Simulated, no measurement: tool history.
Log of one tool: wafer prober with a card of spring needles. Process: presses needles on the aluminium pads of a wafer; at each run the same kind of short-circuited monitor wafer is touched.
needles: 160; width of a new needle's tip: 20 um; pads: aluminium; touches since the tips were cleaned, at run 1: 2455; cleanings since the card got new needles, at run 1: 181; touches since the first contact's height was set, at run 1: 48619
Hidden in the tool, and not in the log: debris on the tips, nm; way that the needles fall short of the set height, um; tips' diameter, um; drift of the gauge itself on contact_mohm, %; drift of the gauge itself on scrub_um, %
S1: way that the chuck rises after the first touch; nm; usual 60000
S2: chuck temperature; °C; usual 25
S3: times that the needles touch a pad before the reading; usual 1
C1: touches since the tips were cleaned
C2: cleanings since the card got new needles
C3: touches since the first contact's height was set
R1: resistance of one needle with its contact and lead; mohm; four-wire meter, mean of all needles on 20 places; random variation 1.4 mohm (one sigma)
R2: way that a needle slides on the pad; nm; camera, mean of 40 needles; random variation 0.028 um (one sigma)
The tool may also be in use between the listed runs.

| run | hour | S1 | S2 | S3 | C1 | C2 | C3 | R1 | R2 |
|---|---|---|---|---|---|---|---|---|---|
| 1 | 0.0 | 60000 | 25 | 1 | 2455 | 181 | 48619 | 151 | 8910 |
|  | 5.1 | tips cleaned on abrasive film |
|  | 15.3 | tips cleaned on abrasive film |
|  | 27.9 | tips cleaned on abrasive film |
|  | 40.6 | tips cleaned on abrasive film |
| 2 | 41.6 | 60000 | 25 | 2 | 451 | 185 | 66653 | 125 | 8850 |
|  | 51.7 | tips cleaned on abrasive film |
|  | 61.9 | tips cleaned on abrasive film |
|  | 74.5 | tips cleaned on abrasive film |
|  | 84.7 | tips cleaned on abrasive film |
|  | 97.3 | tips cleaned on abrasive film |
| 3 | 98.3 | 60000 | 25 | 2 | 426 | 190 | 91260 | 127 | 8770 |
|  | 108.4 | tips cleaned on abrasive film |
|  | 118.6 | tips cleaned on abrasive film |
| 4 | 128.2 | 60000 | 25 | 2 | 4195 | 192 | 104249 | 147 | 8710 |
|  | 130.8 | tips cleaned on abrasive film |
|  | 140.9 | tips cleaned on abrasive film |
|  | 151.1 | tips cleaned on abrasive film |
|  | 163.7 | tips cleaned on abrasive film |
|  | 176.4 | tips cleaned on abrasive film |
|  | 186.5 | tips cleaned on abrasive film |
| 5 | 187.8 | 60000 | 25 | 2 | 581 | 198 | 130110 | 126 | 8710 |
|  | 198.0 | tips cleaned on abrasive film |
|  | 208.1 | tips cleaned on abrasive film |
|  | 220.8 | tips cleaned on abrasive film |
|  | 223.6 | height of the first contact set anew |
|  | 231.2 | tips cleaned on abrasive film |
| 6 | 232.4 | 60000 | 47 | 2 | 521 | 202 | 3818 | 134 | 8460 |
|  | 242.5 | tips cleaned on abrasive film |
|  | 252.7 | tips cleaned on abrasive film |
|  | 265.3 | tips cleaned on abrasive film |
|  | 275.5 | tips cleaned on abrasive film |
|  | 288.1 | tips cleaned on abrasive film |
| 7 | 295.2 | 60000 | 25 | 2 | 3110 | 207 | 31110 | 148 | 8360 |
|  | 300.4 | tips cleaned on abrasive film |
|  | 310.5 | tips cleaned on abrasive film |
|  | 323.1 | tips cleaned on abrasive film |
|  | 335.8 | tips cleaned on abrasive film |
| 8 | 339.9 | 60000 | 25 | 2 | 1805 | 211 | 50502 | 143 | 8370 |
|  | 347.6 | tips cleaned on abrasive film |
|  | 360.2 | tips cleaned on abrasive film |
|  | 372.9 | tips cleaned on abrasive film |
|  | 385.5 | tips cleaned on abrasive film |
| 9 | 389.3 | 60000 | 25 | 2 | 1666 | 215 | 71953 | 143 | 8370 |
|  | 396.9 | tips cleaned on abrasive film |
|  | 407.1 | tips cleaned on abrasive film |
|  | 417.2 | tips cleaned on abrasive film |
|  | 429.9 | tips cleaned on abrasive film |
|  | 440.0 | tips cleaned on abrasive film |
|  | 450.5 | tips cleaned on abrasive film |
| 10 | 450.5 | 48000 | 25 | 1 | 0 | 221 | 98498 | 138 | 6440 |
|  | 463.2 | tips cleaned on abrasive film |
|  | 475.9 | tips cleaned on abrasive film |
|  | 488.5 | tips cleaned on abrasive film |
| 11 | 491.9 | 48000 | 25 | 1 | 1496 | 224 | 116481 | 180 | 6420 |
|  | 499.6 | tips cleaned on abrasive film |
|  | 512.2 | tips cleaned on abrasive film |
|  | 524.9 | tips cleaned on abrasive film |
|  | 535.0 | tips cleaned on abrasive film |
|  | 545.1 | tips cleaned on abrasive film |
|  | 551.1 | height of the first contact set anew, once more |
| 12 | 551.1 | 48000 | 25 | 1 | 2475 | 229 | 0 | 180 | 7220 |
|  | 556.2 | tips cleaned on abrasive film |
|  | 568.9 | tips cleaned on abrasive film |
|  | 581.5 | tips cleaned on abrasive film |
|  | 594.2 | tips cleaned on abrasive film |
|  | 604.3 | tips cleaned on abrasive film |
|  | 614.5 | tips cleaned on abrasive film |
| 13 | 620.6 | 60000 | 25 | 1 | 2703 | 235 | 30180 | 161 | 8910 |
|  | 625.8 | tips cleaned on abrasive film |
|  | 635.9 | tips cleaned on abrasive film |
|  | 648.5 | tips cleaned on abrasive film |
|  | 661.2 | tips cleaned on abrasive film |
|  | 671.3 | tips cleaned on abrasive film |
| 14 | 674.9 | 60000 | 25 | 1 | 1550 | 240 | 53713 | 153 | 8840 |
|  | 682.5 | tips cleaned on abrasive film |
|  | 695.2 | tips cleaned on abrasive film |
|  | 707.8 | tips cleaned on abrasive film |
|  | 720.5 | tips cleaned on abrasive film |
|  | 730.6 | tips cleaned on abrasive film |
|  | 743.3 | tips cleaned on abrasive film |
| 15 | 745.2 | 60000 | 100 | 1 | 851 | 246 | 84242 | 149 | 8820 |
|  | 755.4 | tips cleaned on abrasive film |
|  | 765.5 | tips cleaned on abrasive film |
|  | 778.1 | tips cleaned on abrasive film |
|  | 790.8 | tips cleaned on abrasive film |
| 16 | 798.0 | 60000 | 58 | 1 | 3148 | 250 | 107175 | 168 | 8770 |
|  | 803.1 | tips cleaned on abrasive film |
|  | 813.3 | tips cleaned on abrasive film |
|  | 825.9 | tips cleaned on abrasive film |
|  | 836.0 | tips cleaned on abrasive film |
| 17 | 838.6 | 60000 | 25 | 2 | 1123 | 254 | 124785 | 134 | 8660 |
|  | 846.2 | tips cleaned on abrasive film |
|  | 856.4 | tips cleaned on abrasive film |
|  | 866.5 | tips cleaned on abrasive film |
|  | 879.2 | tips cleaned on abrasive film |
|  | 886.5 | height of the first contact set anew |
| 18 | 886.5 | 60000 | 25 | 2 | 3060 | 258 | 0 | 145 | 9020 |
|  | 891.6 | tips cleaned on abrasive film |
|  | 901.7 | tips cleaned on abrasive film |
|  | 914.4 | tips cleaned on abrasive film |
|  | 927.0 | tips cleaned on abrasive film |
|  | 939.7 | tips cleaned on abrasive film |
| 19 | 946.6 | 60000 | 25 | 2 | 3022 | 263 | 26104 | 147 | 8910 |
|  | 951.7 | tips cleaned on abrasive film |
|  | 964.4 | tips cleaned on abrasive film |
|  | 976.7 | tips cleaned on abrasive film |
| 20 | 976.7 | 60000 | 25 | 2 | 0 | 266 | 39159 | 124 | 8930 |
|  | 986.8 | tips cleaned on abrasive film |
|  | 997.0 | tips cleaned on abrasive film |
|  | 1007.1 | tips cleaned on abrasive film |
|  | 1019.8 | tips cleaned on abrasive film |
|  | 1032.4 | tips cleaned on abrasive film |
|  | 1045.1 | tips cleaned on abrasive film |
| 21 | 1048.1 | 66000 | 56 | 3 | 1329 | 272 | 70165 | 133 | 9760 |
|  | 1055.7 | tips cleaned on abrasive film |
|  | 1068.4 | tips cleaned on abrasive film |
|  | 1080.2 | tips cleaned on abrasive film |
| 22 | 1080.2 | 66000 | 56 | 3 | 0 | 275 | 84067 | 126 | 9700 |
|  | 1092.8 | tips cleaned on abrasive film |
|  | 1103.0 | tips cleaned on abrasive film |
|  | 1115.6 | tips cleaned on abrasive film |
|  | 1128.3 | tips cleaned on abrasive film |
|  | 1138.4 | tips cleaned on abrasive film |
|  | 1151.1 | tips cleaned on abrasive film |
| 23 | 1152.2 | 66000 | 56 | 3 | 501 | 281 | 115344 | 128 | 9640 |
|  | 1162.3 | tips cleaned on abrasive film |
|  | 1175.0 | tips cleaned on abrasive film |
|  | 1187.7 | tips cleaned on abrasive film |
| 24 | 1191.1 | 40000 | 26 | 1 | 1518 | 284 | 132250 | 216 | 5660 |

Some steps in R1 between neighbouring runs. How much of each would the tool show without its hidden state too (settings, what came in, random variation), and how much is left for the hidden state, with any gauge scatter that isn't in both results?
Run 10 -> 11: tips cleaned on abrasive film, tips cleaned on abrasive film, tips cleaned on abrasive film. R1 +42 mohm: hidden state +39, all else +3.
Run 23 -> 24: S1 66000 -> 40000, S2 56 -> 26, S3 3 -> 1, tips cleaned on abrasive film, tips cleaned on abrasive film, tips cleaned on abrasive film. R1 +88 mohm: hidden state +81, all else +7.
